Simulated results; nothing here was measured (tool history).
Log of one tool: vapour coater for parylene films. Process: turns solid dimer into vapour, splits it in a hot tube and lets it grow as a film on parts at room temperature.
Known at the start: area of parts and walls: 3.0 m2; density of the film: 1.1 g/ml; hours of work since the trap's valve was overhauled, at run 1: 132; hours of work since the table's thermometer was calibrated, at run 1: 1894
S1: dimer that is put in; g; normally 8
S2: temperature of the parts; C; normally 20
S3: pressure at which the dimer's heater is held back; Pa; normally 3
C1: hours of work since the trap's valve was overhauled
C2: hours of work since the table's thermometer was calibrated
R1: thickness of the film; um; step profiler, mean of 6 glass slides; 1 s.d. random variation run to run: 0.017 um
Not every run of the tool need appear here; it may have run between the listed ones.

run,hour,S1,S2,S3,C1,C2,R1
1,0,8,20,3,132,1894,1.7
# hour 8.5: table's thermometer calibrated
2,80.8,8,26,3,196,58,1.34
3,155.3,8,20,3,256,118,1.69
# hour 172.8: trap's valve overhauled
4,224.6,8,20,3.04,42,171,1.68
5,305.5,8,20,3.04,107,236,1.69
6,344.2,8,20,3,138,267,1.72
7,383.6,8,20,3,170,299,1.69
8,449.1,8,20,3,222,352,1.68
9,498.4,8,20,3,262,391,1.69
# hour 507.5: trap's valve overhauled
10,575.7,7,20,3,55,450,1.5
11,644.7,7,20,3,110,506,1.5
12,683.1,6,20,3,141,537,1.29
13,752.2,8,20,3.72,197,593,1.6
14,796.9,8,20,3.72,233,629,1.62
# hour 840.8: trap's valve overhauled
15,870.7,8,20,3.72,24,685,1.65
16,930.9,8,20,3.72,73,733,1.65
17,991.9,5,20,3,122,782,1.07
18,1040.1,8,20,3,160,821,1.68
19,1108,8,20,3,215,876,1.68
# hour 1177.2: trap's valve overhauled
20,1183.8,8,20,3,5,934,1.7
21,1221.2,8,20,3,35,964,1.72
22,1268.8,8,20,3,74,1002,1.69
23,1318.9,8,20,3,114,1043,1.7
24,1375.5,8,20,3,160,1088,1.68
25,1416.3,11,14,10.67,193,1121,2.39
26,1471.2,10,20,8.82,237,1165,1.84
# hour 1511.9: trap's valve overhauled
27,1512.5,10,20,8.82,1,1195,1.83
28,1568.1,10,20,8.82,45,1240,1.81
29,1651,10,15,3.18,112,1307,2.5
30,1732,10,15,3.18,177,1372,2.49
31,1792.4,6,13,2.55,226,1421,1.65
32,1829.4,3,24,9.16,256,1450,0.47
# hour 1845.1: trap's valve overhauled
33,1911.1,6,15,3,53,1513,1.53
34,1966.7,6,20,3,98,1558,1.28
35,2010.8,8,22,3,133,1593,1.55
36,2081.2,6,27,9.91,190,1650,0.86
37,2129.5,10,20,3,229,1689,2.09
# hour 2179.3: trap's valve overhauled
38,2193.1,10,23,9.64,11,1737,1.62
39,2237.7,9,21,6.03,47,1773,1.66
40,2312.8,4,13,3,108,1833,1.11
41,2371.9,4,14,4.29,155,1881,0.99
# hour 2397.5: table's thermometer calibrated
42,2447.6,6,21,6.28,215,40,1.12
# hour 2510.5: trap's valve overhauled
43,2525.6,10,24,6.28,12,100,1.65
44,2571.1,7,20,3.35,49,137,1.47
45,2608.3,6,15,3,79,167,1.51

Alternative continuations, all from the tool just after run 45; predict every row:
A,2677.5,11,12,3,135,222,?
B,2677.5,5,16,7.21,135,222,?
C,2677.5,4,19,3.8,135,222,?

run,R1
A,3.09
B,1.08
C,0.86
Stripped of hidden state, with their random variation kept, the same runs would have yielded:
run,R1
A,3.09
B,1.08
C,0.86
